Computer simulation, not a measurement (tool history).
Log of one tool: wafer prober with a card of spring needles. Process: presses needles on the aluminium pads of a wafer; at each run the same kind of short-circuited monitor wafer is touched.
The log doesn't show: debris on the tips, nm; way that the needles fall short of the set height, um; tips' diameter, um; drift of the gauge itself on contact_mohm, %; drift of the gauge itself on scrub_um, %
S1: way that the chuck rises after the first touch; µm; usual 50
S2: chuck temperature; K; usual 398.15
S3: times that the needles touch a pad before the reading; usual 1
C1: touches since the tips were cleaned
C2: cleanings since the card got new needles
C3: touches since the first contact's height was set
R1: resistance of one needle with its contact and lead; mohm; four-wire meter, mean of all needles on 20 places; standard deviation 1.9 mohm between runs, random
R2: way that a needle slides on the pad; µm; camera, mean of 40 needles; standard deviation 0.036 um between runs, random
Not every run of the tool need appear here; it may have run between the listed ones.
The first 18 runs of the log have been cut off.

{"hour": 192.1, "done": "tips cleaned on abrasive film"}
{"run": 19, "hour": 197.3, "S1": 69, "S2": 327.15, "S3": 1, "C1": 2565, "C2": 45, "C3": 213486, "R1": 175, "R2": 16.54}
{"hour": 201.4, "done": "tips cleaned on abrasive film"}
{"run": 20, "hour": 204.5, "S1": 69, "S2": 327.15, "S3": 1, "C1": 1544, "C2": 46, "C3": 216998, "R1": 173, "R2": 16.65}
{"hour": 210.2, "done": "tips cleaned on abrasive film"}
{"hour": 219.3, "done": "tips cleaned on abrasive film"}
{"run": 21, "hour": 219.3, "S1": 66, "S2": 326.15, "S3": 1, "C1": 0, "C2": 48, "C3": 224290, "R1": 177, "R2": 15.87}
{"hour": 228.2, "done": "tips cleaned on abrasive film"}
{"hour": 233.3, "done": "height of the first contact set anew"}
{"run": 22, "hour": 233.6, "S1": 65, "S2": 300.15, "S3": 3, "C1": 2516, "C2": 49, "C3": 127, "R1": 172, "R2": 15.59}
{"hour": 237.9, "done": "tips cleaned on abrasive film"}
{"run": 23, "hour": 242.8, "S1": 65, "S2": 300.15, "S3": 3, "C1": 2443, "C2": 50, "C3": 4678, "R1": 172, "R2": 15.63}
{"hour": 246.9, "done": "tips cleaned on abrasive film"}
{"run": 24, "hour": 251.6, "S1": 36, "S2": 308.15, "S3": 1, "C1": 2366, "C2": 51, "C3": 9015, "R1": 186, "R2": 8.58}
{"hour": 256.0, "done": "tips cleaned on abrasive film"}
{"run": 25, "hour": 262.0, "S1": 61, "S2": 307.15, "S3": 1, "C1": 2957, "C2": 52, "C3": 14104, "R1": 170, "R2": 14.64}
{"hour": 265.3, "done": "tips cleaned on abrasive film"}
{"hour": 274.4, "done": "tips cleaned on abrasive film"}
{"run": 26, "hour": 274.8, "S1": 65, "S2": 398.15, "S3": 1, "C1": 188, "C2": 54, "C3": 20383, "R1": 189, "R2": 15.67}
{"run": 27, "hour": 282.2, "S1": 36, "S2": 389.15, "S3": 1, "C1": 3861, "C2": 54, "C3": 24056, "R1": 205, "R2": 8.66}
{"hour": 283.7, "done": "tips cleaned on abrasive film"}
{"hour": 292.3, "done": "tips cleaned on abrasive film"}
{"run": 28, "hour": 294.9, "S1": 41, "S2": 333.15, "S3": 1, "C1": 1267, "C2": 56, "C3": 30282, "R1": 190, "R2": 9.84}
{"hour": 301.2, "done": "tips cleaned on abrasive film"}
{"run": 29, "hour": 301.2, "S1": 41, "S2": 333.15, "S3": 1, "C1": 0, "C2": 57, "C3": 33397, "R1": 186, "R2": 9.86}
{"hour": 310.1, "done": "tips cleaned on abrasive film"}
{"run": 30, "hour": 310.4, "S1": 41, "S2": 333.15, "S3": 1, "C1": 141, "C2": 58, "C3": 37898, "R1": 188, "R2": 9.86}
{"run": 31, "hour": 318.5, "S1": 35, "S2": 320.15, "S3": 1, "C1": 4198, "C2": 58, "C3": 41955, "R1": 186, "R2": 8.41}
{"hour": 319.5, "done": "tips cleaned on abrasive film"}
{"hour": 328.2, "done": "tips cleaned on abrasive film"}
{"run": 32, "hour": 328.2, "S1": 48, "S2": 320.15, "S3": 2, "C1": 15, "C2": 60, "C3": 46654, "R1": 182, "R2": 11.51}

Predict each of these 3 candidate next runs independently; none follows another, all start after run 32:
{"hour": 337.2, "done": "tips cleaned on abrasive film"}
{"run": "A", "hour": 342.3, "S1": 48, "S2": 355.15, "S3": 2, "C1": 2537, "C2": 61, "C3": 53607, "R1": "?", "R2": "?"}
{"hour": 337.2, "done": "tips cleaned on abrasive film"}
{"run": "B", "hour": 342.3, "S1": 48, "S2": 321.15, "S3": 1, "C1": 2537, "C2": 61, "C3": 53607, "R1": "?", "R2": "?"}
{"hour": 337.2, "done": "tips cleaned on abrasive film"}
{"run": "C", "hour": 342.3, "S1": 35, "S2": 320.15, "S3": 2, "C1": 2537, "C2": 61, "C3": 53607, "R1": "?", "R2": "?"}

run=A R1=189 R2=11.54
run=B R1=181 R2=11.49
run=C R1=189 R2=8.37
Without the tool's unlogged condition, the same runs would have read:
run=A R1=189 R2=11.54
run=B R1=181 R2=11.49
run=C R1=189 R2=8.37

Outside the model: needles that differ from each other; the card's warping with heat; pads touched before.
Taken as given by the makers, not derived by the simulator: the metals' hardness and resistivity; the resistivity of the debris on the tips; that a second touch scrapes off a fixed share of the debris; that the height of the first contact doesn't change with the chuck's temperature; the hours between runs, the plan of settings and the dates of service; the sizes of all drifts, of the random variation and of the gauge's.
